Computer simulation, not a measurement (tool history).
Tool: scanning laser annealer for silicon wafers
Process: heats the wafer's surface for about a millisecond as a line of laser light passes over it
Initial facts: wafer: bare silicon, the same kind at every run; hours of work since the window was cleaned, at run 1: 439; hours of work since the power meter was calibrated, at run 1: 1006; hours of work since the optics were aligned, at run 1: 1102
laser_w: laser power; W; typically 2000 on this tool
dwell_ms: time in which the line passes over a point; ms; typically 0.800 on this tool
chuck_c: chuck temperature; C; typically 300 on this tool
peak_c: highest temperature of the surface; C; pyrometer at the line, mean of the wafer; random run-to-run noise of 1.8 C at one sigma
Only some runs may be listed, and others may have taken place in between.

| run | hour | laser_w | dwell_ms | chuck_c | hours of work since the window was cleaned | hours of work since the power meter was calibrated | hours of work since the optics were aligned | peak_c |
|---|---|---|---|---|---|---|---|---|
| 1 | 0.0 | 2000 | 0.800 | 300 | 439 | 1006 | 1102 | 957 |
| 2 | 24.4 | 2000 | 0.800 | 300 | 456 | 1023 | 1120 | 954 |
| 3 | 45.9 | 2000 | 0.800 | 300 | 472 | 1039 | 1135 | 953 |
|  | 92.9 | window over the wafer cleaned |
| 4 | 93.3 | 2000 | 0.800 | 300 | 0 | 1071 | 1168 | 989 |
| 5 | 117.5 | 2000 | 0.800 | 300 | 18 | 1088 | 1185 | 988 |
| 6 | 147.5 | 2000 | 0.800 | 300 | 39 | 1110 | 1207 | 984 |
| 7 | 183.4 | 2000 | 0.862 | 300 | 65 | 1136 | 1232 | 1012 |
| 8 | 217.6 | 2000 | 0.904 | 300 | 89 | 1160 | 1257 | 1027 |
| 9 | 241.5 | 2000 | 0.985 | 300 | 106 | 1177 | 1274 | 1057 |
| 10 | 285.7 | 2000 | 0.985 | 300 | 138 | 1209 | 1306 | 1051 |
| 11 | 313.6 | 2000 | 0.985 | 300 | 158 | 1229 | 1326 | 1049 |
| 12 | 336.3 | 2000 | 0.985 | 300 | 174 | 1245 | 1342 | 1048 |
| 13 | 386.1 | 2088 | 0.800 | 300 | 210 | 1281 | 1377 | 1011 |
| 14 | 427.2 | 2000 | 0.568 | 300 | 239 | 1310 | 1407 | 863 |
| 15 | 477.5 | 1956 | 0.800 | 300 | 275 | 1346 | 1443 | 943 |
| 16 | 521.6 | 1956 | 0.800 | 327 | 307 | 1378 | 1475 | 970 |
| 17 | 566.9 | 1956 | 0.800 | 327 | 339 | 1410 | 1507 | 965 |
|  | 611.6 | optics aligned, line set to its width |
| 18 | 611.9 | 1940 | 0.800 | 300 | 368 | 1439 | 0 | 923 |
| 19 | 638.2 | 2000 | 0.800 | 286 | 387 | 1458 | 19 | 932 |
| 20 | 673.2 | 1901 | 0.607 | 328 | 412 | 1483 | 44 | 856 |
| 21 | 716.4 | 1901 | 0.607 | 328 | 443 | 1514 | 75 | 852 |
| 22 | 753.6 | 1931 | 0.607 | 328 | 470 | 1540 | 102 | 863 |
|  | 787.3 | optics aligned, line set to its width, once more |
| 23 | 794.7 | 2061 | 0.627 | 293 | 495 | 1566 | 5 | 899 |
|  | 808.8 | window over the wafer cleaned |
| 24 | 828.3 | 2061 | 0.627 | 293 | 14 | 1589 | 28 | 937 |
| 25 | 859.0 | 2061 | 0.649 | 293 | 36 | 1611 | 50 | 946 |
| 26 | 897.5 | 2061 | 0.649 | 293 | 64 | 1638 | 77 | 945 |
| 27 | 922.9 | 2061 | 0.649 | 293 | 82 | 1657 | 96 | 942 |
| 28 | 954.6 | 2084 | 0.763 | 269 | 104 | 1679 | 118 | 980 |
| 29 | 996.5 | 2084 | 0.908 | 269 | 134 | 1709 | 148 | 1041 |
| 30 | 1031.2 | 2084 | 0.908 | 269 | 159 | 1734 | 173 | 1035 |
| 31 | 1066.0 | 2084 | 0.586 | 269 | 184 | 1759 | 198 | 888 |
| 32 | 1103.8 | 2084 | 0.586 | 269 | 211 | 1786 | 225 | 886 |
| 33 | 1142.9 | 2088 | 0.952 | 324 | 239 | 1814 | 253 | 1102 |
| 34 | 1189.1 | 1806 | 0.616 | 336 | 272 | 1847 | 286 | 856 |
| 35 | 1227.0 | 1806 | 0.927 | 336 | 299 | 1874 | 313 | 971 |
| 36 | 1272.0 | 1964 | 0.675 | 292 | 332 | 1907 | 346 | 889 |
| 37 | 1315.2 | 2146 | 0.620 | 292 | 363 | 1937 | 377 | 936 |
| 38 | 1344.8 | 1962 | 0.619 | 322 | 384 | 1959 | 398 | 894 |

Here are 4 independent what-if runs from the current tool condition. What would each one return?
| A | 1376.9 | 2000 | 0.812 | 269 | 407 | 1982 | 421 | ? |
| B | 1376.9 | 2057 | 0.561 | 338 | 407 | 1982 | 421 | ? |
| C | 1376.9 | 2016 | 0.752 | 334 | 407 | 1982 | 421 | ? |
| D | 1376.9 | 2076 | 0.652 | 274 | 407 | 1982 | 421 | ? |

| run | peak_c |
|---|---|
| A | 936 |
| B | 916 |
| C | 982 |
| D | 901 |
Stripped of hidden state, with their random variation kept, the same runs would have yielded:
| run | peak_c |
|---|---|
| A | 983 |
| B | 957 |
| C | 1028 |
| D | 945 |
